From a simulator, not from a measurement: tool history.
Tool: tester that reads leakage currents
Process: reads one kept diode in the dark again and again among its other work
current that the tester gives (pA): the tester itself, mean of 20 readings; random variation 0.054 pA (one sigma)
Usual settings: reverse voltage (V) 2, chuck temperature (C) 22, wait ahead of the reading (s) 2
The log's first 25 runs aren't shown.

run,hour,reverse voltage (V),chuck temperature (C),wait ahead of the reading (s),current that the tester gives (pA)
26,1214.4,2,21,3.79,6.33
27,1274.5,2,22,0.51,7.43
28,1323,2,22,0.51,7.53
29,1395.3,2,22,0.51,7.64
30,1430,1.23,22,0.8,6.09
31,1501.7,1.23,22,0.8,6.09
32,1547.7,1.23,22,0.8,6.25
33,1585,4.12,22,2,9.82

3 ways to go on from here, each from the tool as it stands after run 33. What would each give?
A,1634.8,2.35,22,2,?
B,1634.8,1.12,37,1.08,?
C,1634.8,2.37,49,1.03,?

run,current that the tester gives (pA)
A,7.93
B,15.81
C,42.81
Without the tool's hidden state the same runs would have given:
run,current that the tester gives (pA)
A,6.87
B,14.85
C,40.54
